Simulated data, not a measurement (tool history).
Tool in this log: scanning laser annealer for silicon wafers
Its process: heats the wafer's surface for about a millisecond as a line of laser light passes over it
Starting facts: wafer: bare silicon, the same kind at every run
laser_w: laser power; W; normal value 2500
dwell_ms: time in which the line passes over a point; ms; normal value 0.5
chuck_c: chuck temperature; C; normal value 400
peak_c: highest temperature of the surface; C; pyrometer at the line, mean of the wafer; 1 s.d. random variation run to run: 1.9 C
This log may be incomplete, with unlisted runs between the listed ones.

Run 1, hour 0: usual settings. Result: peak_c 1161 C.
Run 2, hour 46: usual settings but dwell_ms 0.454 ms. Result: peak_c 1125 C.
Run 3, hour 93: usual settings but dwell_ms 0.454 ms. Result: peak_c 1119 C.
Run 4, hour 127.9: usual settings. Result: peak_c 1152 C.
Run 5, hour 152.6: usual settings but laser_w 2291 W. Result: peak_c 1075 C.
Run 6, hour 186.3: usual settings but dwell_ms 0.585 ms. Result: peak_c 1197 C.
Run 7, hour 212.3: usual settings but dwell_ms 0.585 ms. Result: peak_c 1198 C.
Run 8, hour 251.6: usual settings but dwell_ms 0.585 ms. Result: peak_c 1196 C.
Run 9, hour 289.8: usual settings but dwell_ms 0.585 ms. Result: peak_c 1165 C.
Run 10, hour 322.1: usual settings but dwell_ms 0.585 ms. Result: peak_c 1161 C.
Run 11, hour 346: usual settings. Result: peak_c 1111 C.
Run 12, hour 389.5: usual settings but chuck_c 440 C. Result: peak_c 1145 C.
Run 13, hour 436.2: usual settings but laser_w 2446 W, chuck_c 440 C. Result: peak_c 1120 C.
Run 14, hour 479.7: usual settings but laser_w 2446 W, chuck_c 440 C. Result: peak_c 1207 C.
Run 15, hour 509: usual settings but laser_w 2446 W, chuck_c 440 C. Result: peak_c 1207 C.
Run 16, hour 558.6: usual settings but laser_w 2520 W, chuck_c 383 C. Result: peak_c 1201 C.
Run 17, hour 591.7: usual settings but dwell_ms 0.507 ms, chuck_c 363 C. Result: peak_c 1172 C.
Run 18, hour 623.6: usual settings but laser_w 2192 W, dwell_ms 0.507 ms, chuck_c 363 C. Result: peak_c 1054 C.
Run 19, hour 645.7: usual settings but laser_w 2668 W, dwell_ms 0.534 ms, chuck_c 366 C. Result: peak_c 1262 C.
Run 20, hour 679.2: usual settings but laser_w 2668 W, dwell_ms 0.534 ms, chuck_c 366 C. Result: peak_c 1261 C.
Run 21, hour 705.8: usual settings but laser_w 2709 W, dwell_ms 0.607 ms, chuck_c 391 C. Result: peak_c 1348 C.
Run 22, hour 750.9: usual settings but laser_w 2709 W, dwell_ms 0.607 ms, chuck_c 391 C. Result: peak_c 1344 C.
Run 23, hour 788.9: usual settings but laser_w 2709 W, dwell_ms 0.607 ms, chuck_c 391 C. Result: peak_c 1343 C.
Run 24, hour 836.9: usual settings but laser_w 2618 W, chuck_c 399 C. Result: peak_c 1234 C.
Run 25, hour 879: usual settings but dwell_ms 0.362 ms, chuck_c 380 C. Result: peak_c 1063 C.

Between the runs listed above, the log contained 3 entries, not reproduced here. Where in the sequence does each belong, and how does what the log doesn't record of the tool's condition differ from the listed run before to the listed run after?
Logged between run 8 and run 9: window over the wafer cleaned (hour 287.3)
  light that passes the window, % of a clean one's: 94.29 -> 91.21; laser's true power over the reading, %: 1.17 -> 1.19; width of the line over the set one, %: 3.73 -> 3.8
  what was measured, less what the result would be without the hidden state, peak_c: -71 -> -102 C
Logged between run 13 and run 14: window over the wafer cleaned, once more (hour 456.7)
  light that passes the window, % of a clean one's: 90.16 -> 99.54; laser's true power over the reading, %: 1.24 -> 1.25; width of the line over the set one, %: 4.06 -> 4.13
  what was measured, less what the result would be without the hidden state, peak_c: -104 -> -17 C
Logged between run 15 and run 16: optics aligned, line set to its width (hour 534.4)
  light that passes the window, % of a clean one's: 99.31 -> 98.99; laser's true power over the reading, %: 1.27 -> 1.28; width of the line over the set one, %: 4.19 -> 0.08
  what was measured, less what the result would be without the hidden state, peak_c: -20 -> +2 C

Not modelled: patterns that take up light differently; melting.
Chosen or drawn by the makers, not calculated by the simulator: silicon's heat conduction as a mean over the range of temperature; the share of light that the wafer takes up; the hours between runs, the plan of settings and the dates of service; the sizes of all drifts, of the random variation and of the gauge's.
